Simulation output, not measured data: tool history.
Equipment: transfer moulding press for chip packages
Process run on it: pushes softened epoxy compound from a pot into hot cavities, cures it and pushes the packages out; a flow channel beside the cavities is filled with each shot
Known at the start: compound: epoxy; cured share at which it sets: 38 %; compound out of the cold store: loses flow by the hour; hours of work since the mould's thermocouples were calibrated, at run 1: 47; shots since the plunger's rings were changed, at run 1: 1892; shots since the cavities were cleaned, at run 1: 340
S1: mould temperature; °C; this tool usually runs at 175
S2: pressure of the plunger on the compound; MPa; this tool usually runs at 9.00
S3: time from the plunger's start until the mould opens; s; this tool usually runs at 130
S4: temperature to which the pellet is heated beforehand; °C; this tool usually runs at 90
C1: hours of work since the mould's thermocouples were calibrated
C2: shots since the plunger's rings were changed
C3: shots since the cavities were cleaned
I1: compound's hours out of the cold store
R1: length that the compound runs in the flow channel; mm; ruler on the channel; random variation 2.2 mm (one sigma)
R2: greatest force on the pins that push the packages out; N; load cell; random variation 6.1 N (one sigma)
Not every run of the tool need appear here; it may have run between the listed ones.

| run | hour | S1 | S2 | S3 | S4 | C1 | C2 | C3 | I1 | R1 | R2 |
|---|---|---|---|---|---|---|---|---|---|---|---|
| 1 | 0.0 | 175 | 9.00 | 130 | 90 | 47 | 1892 | 340 | 28.4 | 842 | 313 |
| 2 | 16.4 | 175 | 9.00 | 130 | 90 | 54 | 1985 | 433 | 19.4 | 878 | 334 |
| 3 | 33.5 | 175 | 9.00 | 130 | 90 | 61 | 2082 | 530 | 39.9 | 794 | 335 |
| 4 | 41.9 | 175 | 9.00 | 130 | 90 | 64 | 2130 | 578 | 20.6 | 872 | 366 |
| 5 | 52.8 | 175 | 9.00 | 150 | 90 | 68 | 2192 | 640 | 42.5 | 788 | 322 |
| 6 | 61.5 | 175 | 9.00 | 130 | 90 | 72 | 2241 | 689 | 23.8 | 858 | 392 |
| 7 | 76.9 | 175 | 9.00 | 130 | 90 | 78 | 2329 | 777 | 15.7 | 890 | 413 |
| 8 | 86.9 | 175 | 8.57 | 130 | 90 | 82 | 2386 | 834 | 13.6 | 874 | 425 |
| 9 | 100.4 | 175 | 8.57 | 130 | 90 | 87 | 2463 | 911 | 36.5 | 785 | 414 |
| 10 | 111.0 | 175 | 8.57 | 130 | 85 | 92 | 2523 | 971 | 31.5 | 806 | 405 |
| 11 | 123.7 | 168 | 9.00 | 130 | 90 | 97 | 2595 | 1043 | 31.4 | 852 | 641 |
|  | 126.8 | cavities cleaned with cleaning compound and waxed |
| 12 | 137.4 | 175 | 9.00 | 130 | 90 | 102 | 2665 | 60 | 25.1 | 849 | 250 |
| 13 | 145.9 | 175 | 9.00 | 116 | 90 | 105 | 2713 | 108 | 32.3 | 818 | 315 |
| 14 | 154.2 | 175 | 9.00 | 116 | 90 | 108 | 2761 | 156 | 39.9 | 790 | 297 |
| 15 | 166.4 | 169 | 9.00 | 130 | 90 | 113 | 2830 | 225 | 25.6 | 872 | 424 |
| 16 | 184.1 | 169 | 9.00 | 130 | 90 | 120 | 2930 | 325 | 40.3 | 813 | 433 |
| 17 | 201.7 | 169 | 9.00 | 130 | 90 | 128 | 3031 | 426 | 14.4 | 914 | 510 |
| 18 | 213.1 | 175 | 7.45 | 130 | 85 | 132 | 3096 | 491 | 19.5 | 791 | 358 |
| 19 | 220.9 | 175 | 7.45 | 130 | 85 | 135 | 3140 | 535 | 29.8 | 752 | 360 |
| 20 | 230.4 | 173 | 6.84 | 147 | 87 | 139 | 3194 | 589 | 9.0 | 802 | 359 |
| 21 | 246.7 | 175 | 9.00 | 154 | 89 | 146 | 3287 | 682 | 21.6 | 860 | 328 |
| 22 | 256.8 | 177 | 7.62 | 149 | 93 | 150 | 3344 | 739 | 41.1 | 717 | 331 |
| 23 | 267.4 | 177 | 7.62 | 149 | 93 | 154 | 3404 | 799 | 16.0 | 801 | 351 |
| 24 | 280.1 | 177 | 7.62 | 149 | 93 | 159 | 3476 | 871 | 25.3 | 767 | 349 |
| 25 | 289.6 | 177 | 7.62 | 149 | 93 | 163 | 3531 | 926 | 32.8 | 745 | 337 |
| 26 | 305.9 | 177 | 7.62 | 149 | 93 | 169 | 3623 | 1018 | 10.8 | 818 | 352 |
|  | 314.4 | cavities cleaned with cleaning compound and waxed |
| 27 | 314.9 | 177 | 7.62 | 149 | 91 | 172 | 3666 | 3 | 27.6 | 759 | 185 |
| 28 | 322.6 | 177 | 7.62 | 149 | 91 | 175 | 3710 | 47 | 35.8 | 730 | 200 |
| 29 | 332.9 | 177 | 7.62 | 149 | 91 | 180 | 3768 | 105 | 32.5 | 739 | 230 |

What if the next run were any one of these 4? Each begins from the tool's condition after run 29:
| A | 341.0 | 177 | 9.02 | 125 | 82 | 183 | 3814 | 151 | 15.2 | ? | ? |
| B | 341.0 | 177 | 7.75 | 144 | 91 | 183 | 3814 | 151 | 39.7 | ? | ? |
| C | 341.0 | 175 | 10.25 | 154 | 90 | 183 | 3814 | 151 | 20.4 | ? | ? |
| D | 341.0 | 177 | 9.08 | 137 | 91 | 183 | 3814 | 151 | 31.4 | ? | ? |

| run | R1 | R2 |
|---|---|---|
| A | 869 | 264 |
| B | 724 | 235 |
| C | 910 | 241 |
| D | 815 | 236 |
Take away the tool's hidden state, keep each run's random variation, and the runs would have read:
| run | R1 | R2 |
|---|---|---|
| A | 900 | 215 |
| B | 749 | 192 |
| C | 942 | 197 |
| D | 844 | 192 |
